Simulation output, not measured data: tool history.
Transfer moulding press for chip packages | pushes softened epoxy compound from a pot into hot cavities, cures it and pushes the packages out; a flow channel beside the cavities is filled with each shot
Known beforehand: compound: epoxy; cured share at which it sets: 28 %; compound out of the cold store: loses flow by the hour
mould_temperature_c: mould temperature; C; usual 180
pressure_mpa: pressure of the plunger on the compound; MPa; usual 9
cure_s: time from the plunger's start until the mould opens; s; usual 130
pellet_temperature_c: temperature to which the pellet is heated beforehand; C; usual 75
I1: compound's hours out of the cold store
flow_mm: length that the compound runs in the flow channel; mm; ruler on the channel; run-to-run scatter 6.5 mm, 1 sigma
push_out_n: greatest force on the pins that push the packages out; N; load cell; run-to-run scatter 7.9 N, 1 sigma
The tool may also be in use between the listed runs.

Run 1, hour 0: usual settings; I1 45. Result: flow_mm 689 mm, push_out_n 392 N.
Run 2, hour 23.4: usual settings but cure_s 164 s; I1 37.7. Result: flow_mm 706 mm, push_out_n 367 N.
Run 3, hour 38.4: usual settings; I1 44.2. Result: flow_mm 686 mm, push_out_n 525 N.
Run 4, hour 64.3: usual settings; I1 21.9. Result: flow_mm 755 mm, push_out_n 616 N.
At hour 78.5: cavities cleaned with cleaning compound and waxed.
Run 5, hour 83.9: usual settings but pressure_mpa 8.38 MPa; I1 41.8. Result: flow_mm 659 mm, push_out_n 379 N.
Run 6, hour 100.2: usual settings but pressure_mpa 8.38 MPa; I1 8.2. Result: flow_mm 783 mm, push_out_n 491 N.
Run 7, hour 111.4: usual settings but cure_s 120 s; I1 15.2. Result: flow_mm 773 mm, push_out_n 600 N.
Run 8, hour 126.8: usual settings but cure_s 120 s; I1 27.4. Result: flow_mm 747 mm, push_out_n 646 N.
Run 9, hour 138.8: usual settings but mould_temperature_c 172 C; I1 39.2. Result: flow_mm 706 mm, push_out_n 950 N.
At hour 163.7: cavities cleaned with cleaning compound and waxed.
Run 10, hour 163.7: usual settings but cure_s 157 s; I1 39.3. Result: flow_mm 703 mm, push_out_n 288 N.
Run 11, hour 176.7: usual settings but cure_s 119 s; I1 22.5. Result: flow_mm 752 mm, push_out_n 519 N.
Run 12, hour 189.3: usual settings but cure_s 119 s; I1 30.7. Result: flow_mm 728 mm, push_out_n 581 N.
Run 13, hour 209: usual settings but cure_s 163 s; I1 40.9. Result: flow_mm 690 mm, push_out_n 405 N.
Run 14, hour 228.9: usual settings but pellet_temperature_c 81 C; I1 27.6. Result: flow_mm 717 mm, push_out_n 573 N.
At hour 249: cavities cleaned with cleaning compound and waxed.
Run 15, hour 251.3: usual settings but pellet_temperature_c 81 C; I1 13.2. Result: flow_mm 790 mm, push_out_n 379 N.
Run 16, hour 277.9: usual settings but cure_s 155 s, pellet_temperature_c 79 C; I1 10.8. Result: flow_mm 783 mm, push_out_n 390 N.
Run 17, hour 304.3: usual settings but mould_temperature_c 178 C, pressure_mpa 9.65 MPa, cure_s 170 s, pellet_temperature_c 79 C; I1 33.3. Result: flow_mm 722 mm, push_out_n 427 N.
Run 18, hour 324.5: usual settings but mould_temperature_c 187 C, pressure_mpa 6.97 MPa, pellet_temperature_c 76 C; I1 29.2. Result: flow_mm 615 mm, push_out_n 445 N.
At hour 334: cavities cleaned with cleaning compound and waxed.
Run 19, hour 351: usual settings but mould_temperature_c 174 C, pressure_mpa 10.88 MPa, cure_s 111 s, pellet_temperature_c 78 C; I1 37.6. Result: flow_mm 768 mm, push_out_n 925 N.
Run 20, hour 374.7: usual settings but mould_temperature_c 181 C, pellet_temperature_c 85 C; I1 23.1. Result: flow_mm 727 mm, push_out_n 510 N.
Run 21, hour 387.2: usual settings but mould_temperature_c 184 C, pellet_temperature_c 85 C; I1 29.7. Result: flow_mm 699 mm, push_out_n 481 N.
Run 22, hour 409.6: usual settings but mould_temperature_c 181 C, pressure_mpa 8.1 MPa, cure_s 116 s, pellet_temperature_c 78 C; I1 45.5. Result: flow_mm 623 mm, push_out_n 679 N.
At hour 418.5: cavities cleaned with cleaning compound and waxed.
Run 23, hour 426.8: usual settings but mould_temperature_c 181 C, pressure_mpa 7.34 MPa, cure_s 116 s, pellet_temperature_c 78 C; I1 40. Result: flow_mm 610 mm, push_out_n 467 N.
Run 24, hour 449.9: usual settings but mould_temperature_c 181 C, pressure_mpa 7.34 MPa, cure_s 116 s, pellet_temperature_c 78 C; I1 39.6. Result: flow_mm 604 mm, push_out_n 569 N.
Run 25, hour 461.4: usual settings but mould_temperature_c 175 C, pressure_mpa 9.71 MPa, cure_s 132 s, pellet_temperature_c 83 C; I1 35.1. Result: flow_mm 716 mm, push_out_n 704 N.
Run 26, hour 473.6: usual settings but pressure_mpa 10.13 MPa, cure_s 166 s, pellet_temperature_c 77 C; I1 12.4. Result: flow_mm 797 mm, push_out_n 429 N.
Run 27, hour 495.3: usual settings but pressure_mpa 10.13 MPa, cure_s 166 s, pellet_temperature_c 77 C; I1 12.3. Result: flow_mm 804 mm, push_out_n 457 N.
At hour 503.1: cavities cleaned with cleaning compound and waxed.
Run 28, hour 516.1: usual settings but pressure_mpa 10.13 MPa, cure_s 166 s, pellet_temperature_c 77 C; I1 32.9. Result: flow_mm 729 mm, push_out_n 328 N.
Run 29, hour 527.8: usual settings but mould_temperature_c 187 C, pressure_mpa 9.24 MPa, cure_s 116 s, pellet_temperature_c 71 C; I1 12.2. Result: flow_mm 760 mm, push_out_n 433 N.

What if the next run were any one of these 3? Each begins from the tool's condition after run 29:
At hour 539.9: plunger's sealing rings changed.
Run A, hour 550.1: usual settings but mould_temperature_c 175 C, pellet_temperature_c 76 C; I1 36.6. Result: flow_mm ?, push_out_n ?.
At hour 539.9: plunger's sealing rings changed.
Run B, hour 550.1: usual settings but mould_temperature_c 172 C, pressure_mpa 9.24 MPa, cure_s 140 s, pellet_temperature_c 71 C; I1 35.4. Result: flow_mm ?, push_out_n ?.
At hour 539.9: plunger's sealing rings changed.
Run C, hour 550.1: usual settings but pressure_mpa 7.35 MPa, cure_s 133 s; I1 8.4. Result: flow_mm ?, push_out_n ?.

run  flow_mm  push_out_n
  A      754         746
  B      771         802
  C      749         559
The same runs, with their run-to-run variation unchanged, on a tool lacking any hidden condition would have given:
run  flow_mm  push_out_n
  A      754         475
  B      771         511
  C      750         360

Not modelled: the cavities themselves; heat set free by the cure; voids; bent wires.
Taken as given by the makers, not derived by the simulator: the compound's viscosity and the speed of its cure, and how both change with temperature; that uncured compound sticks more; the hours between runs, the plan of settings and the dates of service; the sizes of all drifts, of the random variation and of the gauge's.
